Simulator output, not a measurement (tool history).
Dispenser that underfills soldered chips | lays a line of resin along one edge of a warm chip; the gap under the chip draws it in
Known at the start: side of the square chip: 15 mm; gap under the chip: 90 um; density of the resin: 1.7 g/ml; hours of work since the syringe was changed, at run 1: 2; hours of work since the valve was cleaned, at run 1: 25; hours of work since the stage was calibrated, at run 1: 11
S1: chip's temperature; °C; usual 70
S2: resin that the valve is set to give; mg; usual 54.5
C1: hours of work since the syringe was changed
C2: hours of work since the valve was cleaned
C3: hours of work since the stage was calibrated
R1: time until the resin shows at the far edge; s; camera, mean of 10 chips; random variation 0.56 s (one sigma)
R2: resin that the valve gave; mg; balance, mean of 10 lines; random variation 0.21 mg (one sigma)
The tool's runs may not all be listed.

Run 1, day 0: usual settings; C1 2; C2 25; C3 11. Result: R1 55 s, R2 53.45 mg.
Run 2, day 0.2: usual settings; C1 5; C2 28; C3 14. Result: R1 68.3 s, R2 53.07 mg.
At day 0.242: new syringe of resin.
Run 3, day 0.304: usual settings but S1 57 °C; C1 1; C2 30; C3 16. Result: R1 97.7 s, R2 53.25 mg.
Run 4, day 0.475: usual settings but S1 57 °C; C1 4; C2 32; C3 18. Result: R1 117.5 s, R2 52.95 mg.
At day 0.608: new syringe of resin.
Run 5, day 0.642: usual settings but S1 79 °C; C1 0; C2 35; C3 21. Result: R1 32.6 s, R2 52.85 mg.
Run 6, day 0.838: usual settings but S1 79 °C; C1 4; C2 38; C3 24. Result: R1 40.1 s, R2 52.81 mg.
At day 0.975: new syringe of resin.
Run 7, day 0.979: usual settings but S1 79 °C; C1 0; C2 40; C3 26. Result: R1 30.6 s, R2 52.6 mg.
Run 8, day 1.079: usual settings; C1 2; C2 41; C3 27. Result: R1 52.4 s, R2 52.57 mg.
Run 9, day 1.242: usual settings but S1 72 °C, S2 67.2 mg; C1 4; C2 44; C3 30. Result: R1 55.7 s, R2 64.55 mg.
At day 1.346: new syringe of resin.
Run 10, day 1.35: usual settings but S1 61 °C, S2 66 mg; C1 0; C2 45; C3 31. Result: R1 72.7 s, R2 63.24 mg.
Run 11, day 1.438: usual settings but S1 62 °C, S2 50.1 mg; C1 1; C2 47; C3 33. Result: R1 80.1 s, R2 48.03 mg.
Run 12, day 1.533: usual settings but S1 62 °C, S2 50.1 mg; C1 3; C2 48; C3 34. Result: R1 88.9 s, R2 48.31 mg.
At day 1.708: new syringe of resin.
Run 13, day 1.717: usual settings but S1 61 °C, S2 54.9 mg; C1 0; C2 51; C3 37. Result: R1 74.4 s, R2 52.79 mg.
Run 14, day 1.846: usual settings but S1 61 °C, S2 54.9 mg; C1 2; C2 53; C3 39. Result: R1 85 s, R2 52.36 mg.
Run 15, day 2.017: usual settings; C1 5; C2 55; C3 41. Result: R1 66.1 s, R2 52.02 mg.
At day 2.075: new syringe of resin.
Run 16, day 2.146: usual settings but S1 65 °C, S2 57.7 mg; C1 1; C2 57; C3 43. Result: R1 65.6 s, R2 55.27 mg.

Forecast each of these 5 alternatives for the next run:
Run A, day 2.304: usual settings but S1 67 °C, S2 64 mg; C1 4; C2 60; C3 46. Result: R1 ?, R2 ?.
Run B, day 2.304: usual settings but S1 62 °C; C1 4; C2 60; C3 46. Result: R1 ?, R2 ?.
Run C, day 2.304: usual settings but S1 74 °C, S2 56.1 mg; C1 4; C2 60; C3 46. Result: R1 ?, R2 ?.
Run D, day 2.304: usual settings but S2 54.8 mg; C1 4; C2 60; C3 46. Result: R1 ?, R2 ?.
Run E, day 2.304: usual settings but S1 65 °C, S2 70.7 mg; C1 4; C2 60; C3 46. Result: R1 ?, R2 ?.

run    R1     R2
  A  69.8   60.8
  B  90.2  52.02
  C  50.2  53.28
  D  61.7   51.9
  E    77  67.41
Without the tool's hidden state the same runs would have given:
run    R1     R2
  A  54.6  63.98
  B  70.3  54.74
  C    39  56.07
  D    48  54.62
  E  60.3  70.94

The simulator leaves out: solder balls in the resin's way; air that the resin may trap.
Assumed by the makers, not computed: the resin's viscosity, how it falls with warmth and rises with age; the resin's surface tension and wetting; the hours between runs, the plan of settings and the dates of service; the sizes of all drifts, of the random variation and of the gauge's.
